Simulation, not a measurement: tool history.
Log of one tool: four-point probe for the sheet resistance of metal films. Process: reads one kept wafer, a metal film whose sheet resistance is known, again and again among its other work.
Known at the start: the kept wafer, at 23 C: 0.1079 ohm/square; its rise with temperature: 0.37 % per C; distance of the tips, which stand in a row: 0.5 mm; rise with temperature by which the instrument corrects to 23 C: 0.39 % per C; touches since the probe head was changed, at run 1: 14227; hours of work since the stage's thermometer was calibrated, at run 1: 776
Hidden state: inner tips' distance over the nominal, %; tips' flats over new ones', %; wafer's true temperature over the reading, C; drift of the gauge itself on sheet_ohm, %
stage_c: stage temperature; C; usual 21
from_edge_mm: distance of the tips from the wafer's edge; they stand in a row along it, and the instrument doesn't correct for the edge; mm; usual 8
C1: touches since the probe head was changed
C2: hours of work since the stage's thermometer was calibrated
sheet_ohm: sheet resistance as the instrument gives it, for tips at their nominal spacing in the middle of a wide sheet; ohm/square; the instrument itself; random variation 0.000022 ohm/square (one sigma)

{"run": 1, "hour": 0.0, "stage_c": 21, "from_edge_mm": 8, "C1": 14227, "C2": 776, "sheet_ohm": 0.108504}
{"run": 2, "hour": 16.8, "stage_c": 21, "from_edge_mm": 8, "C1": 14805, "C2": 783, "sheet_ohm": 0.108508}
{"run": 3, "hour": 48.8, "stage_c": 21, "from_edge_mm": 8, "C1": 15904, "C2": 798, "sheet_ohm": 0.108473}
{"run": 4, "hour": 63.1, "stage_c": 21, "from_edge_mm": 8, "C1": 16398, "C2": 805, "sheet_ohm": 0.108472}
{"run": 5, "hour": 83.6, "stage_c": 21, "from_edge_mm": 46, "C1": 17101, "C2": 815, "sheet_ohm": 0.108213}
{"run": 6, "hour": 111.9, "stage_c": 21, "from_edge_mm": 8, "C1": 18076, "C2": 828, "sheet_ohm": 0.108432}
{"run": 7, "hour": 132.3, "stage_c": 21, "from_edge_mm": 8, "C1": 18779, "C2": 837, "sheet_ohm": 0.108421}
{"run": 8, "hour": 163.2, "stage_c": 21, "from_edge_mm": 25, "C1": 19840, "C2": 852, "sheet_ohm": 0.108204}
{"run": 9, "hour": 187.3, "stage_c": 21, "from_edge_mm": 25, "C1": 20668, "C2": 863, "sheet_ohm": 0.108256}
{"run": 10, "hour": 218.3, "stage_c": 21, "from_edge_mm": 28, "C1": 21737, "C2": 877, "sheet_ohm": 0.108198}
{"run": 11, "hour": 243.5, "stage_c": 21, "from_edge_mm": 28, "C1": 22603, "C2": 889, "sheet_ohm": 0.108189}
{"run": 12, "hour": 259.6, "stage_c": 21, "from_edge_mm": 8, "C1": 23158, "C2": 896, "sheet_ohm": 0.108395}
{"run": 13, "hour": 281.1, "stage_c": 21, "from_edge_mm": 4, "C1": 23896, "C2": 906, "sheet_ohm": 0.109066}
{"run": 14, "hour": 294.8, "stage_c": 21, "from_edge_mm": 4, "C1": 24368, "C2": 913, "sheet_ohm": 0.109066}
{"run": 15, "hour": 321.9, "stage_c": 21, "from_edge_mm": 48, "C1": 25301, "C2": 925, "sheet_ohm": 0.108161}
{"run": 16, "hour": 347.2, "stage_c": 21, "from_edge_mm": 48, "C1": 26171, "C2": 937, "sheet_ohm": 0.108182}
{"run": 17, "hour": 373.7, "stage_c": 21, "from_edge_mm": 48, "C1": 27080, "C2": 949, "sheet_ohm": 0.108124}
{"run": 18, "hour": 401.5, "stage_c": 21, "from_edge_mm": 48, "C1": 28038, "C2": 962, "sheet_ohm": 0.108151}
{"run": 19, "hour": 418.6, "stage_c": 21, "from_edge_mm": 8, "C1": 28626, "C2": 970, "sheet_ohm": 0.108357}
{"run": 20, "hour": 434.0, "stage_c": 21, "from_edge_mm": 8, "C1": 29154, "C2": 977, "sheet_ohm": 0.108362}
{"run": 21, "hour": 463.4, "stage_c": 21, "from_edge_mm": 8, "C1": 30167, "C2": 991, "sheet_ohm": 0.108331}
{"run": 22, "hour": 488.1, "stage_c": 21, "from_edge_mm": 8, "C1": 31017, "C2": 1002, "sheet_ohm": 0.108342}
{"run": 23, "hour": 517.2, "stage_c": 28, "from_edge_mm": 30, "C1": 32017, "C2": 1016, "sheet_ohm": 0.10801}
{"run": 24, "hour": 544.8, "stage_c": 28, "from_edge_mm": 20, "C1": 32968, "C2": 1029, "sheet_ohm": 0.107954}
{"run": 25, "hour": 574.9, "stage_c": 20, "from_edge_mm": 6, "C1": 34004, "C2": 1043, "sheet_ohm": 0.108499}
{"run": 26, "hour": 596.6, "stage_c": 32, "from_edge_mm": 31, "C1": 34747, "C2": 1053, "sheet_ohm": 0.107883}
{"run": 27, "hour": 625.1, "stage_c": 22, "from_edge_mm": 56, "C1": 35728, "C2": 1066, "sheet_ohm": 0.108035}
{"run": 28, "hour": 643.9, "stage_c": 30, "from_edge_mm": 4, "C1": 36375, "C2": 1075, "sheet_ohm": 0.108794}
{"run": 29, "hour": 670.5, "stage_c": 29, "from_edge_mm": 32, "C1": 37289, "C2": 1087, "sheet_ohm": 0.107928}
{"run": 30, "hour": 694.8, "stage_c": 34, "from_edge_mm": 6, "C1": 38127, "C2": 1099, "sheet_ohm": 0.108174}
{"run": 31, "hour": 717.9, "stage_c": 34, "from_edge_mm": 6, "C1": 38921, "C2": 1109, "sheet_ohm": 0.108185}
{"run": 32, "hour": 733.8, "stage_c": 34, "from_edge_mm": 6, "C1": 39468, "C2": 1117, "sheet_ohm": 0.108146}
{"run": 33, "hour": 751.5, "stage_c": 34, "from_edge_mm": 6, "C1": 40078, "C2": 1125, "sheet_ohm": 0.10816}
{"run": 34, "hour": 771.4, "stage_c": 18, "from_edge_mm": 6, "C1": 40763, "C2": 1134, "sheet_ohm": 0.108488}
{"run": 35, "hour": 784.7, "stage_c": 32, "from_edge_mm": 58, "C1": 41220, "C2": 1140, "sheet_ohm": 0.107811}
{"run": 36, "hour": 808.4, "stage_c": 32, "from_edge_mm": 58, "C1": 42034, "C2": 1151, "sheet_ohm": 0.107816}
{"run": 37, "hour": 839.3, "stage_c": 32, "from_edge_mm": 58, "C1": 43098, "C2": 1166, "sheet_ohm": 0.107799}
{"run": 38, "hour": 852.6, "stage_c": 19, "from_edge_mm": 17, "C1": 43556, "C2": 1172, "sheet_ohm": 0.108117}
{"run": 39, "hour": 875.4, "stage_c": 24, "from_edge_mm": 17, "C1": 44338, "C2": 1182, "sheet_ohm": 0.107958}
{"run": 40, "hour": 892.4, "stage_c": 18, "from_edge_mm": 5, "C1": 44924, "C2": 1190, "sheet_ohm": 0.10867}
{"run": 41, "hour": 921.5, "stage_c": 32, "from_edge_mm": 12, "C1": 45923, "C2": 1204, "sheet_ohm": 0.107897}
{"run": 42, "hour": 939.8, "stage_c": 35, "from_edge_mm": 70, "C1": 46555, "C2": 1212, "sheet_ohm": 0.107729}
{"run": 43, "hour": 969.9, "stage_c": 35, "from_edge_mm": 70, "C1": 47590, "C2": 1226, "sheet_ohm": 0.107678}
{"run": 44, "hour": 988.2, "stage_c": 35, "from_edge_mm": 70, "C1": 48219, "C2": 1235, "sheet_ohm": 0.10772}

5 ways to go on from here, each from the tool as it stands after run 44. What would each give?
{"run": "A", "hour": 1014.9, "stage_c": 21, "from_edge_mm": 31, "C1": 49137, "C2": 1247, "sheet_ohm": "?"}
{"run": "B", "hour": 1014.9, "stage_c": 33, "from_edge_mm": 31, "C1": 49137, "C2": 1247, "sheet_ohm": "?"}
{"run": "C", "hour": 1014.9, "stage_c": 32, "from_edge_mm": 64, "C1": 49137, "C2": 1247, "sheet_ohm": "?"}
{"run": "D", "hour": 1014.9, "stage_c": 23, "from_edge_mm": 70, "C1": 49137, "C2": 1247, "sheet_ohm": "?"}
{"run": "E", "hour": 1014.9, "stage_c": 24, "from_edge_mm": 51, "C1": 49137, "C2": 1247, "sheet_ohm": "?"}

run=A sheet_ohm=0.108013
run=B sheet_ohm=0.10775
run=C sheet_ohm=0.107748
run=D sheet_ohm=0.107937
run=E sheet_ohm=0.107892
Without the tool's hidden state the same runs would have given:
run=A sheet_ohm=0.107976
run=B sheet_ohm=0.107719
run=C sheet_ohm=0.107716
run=D sheet_ohm=0.107901
run=E sheet_ohm=0.107856

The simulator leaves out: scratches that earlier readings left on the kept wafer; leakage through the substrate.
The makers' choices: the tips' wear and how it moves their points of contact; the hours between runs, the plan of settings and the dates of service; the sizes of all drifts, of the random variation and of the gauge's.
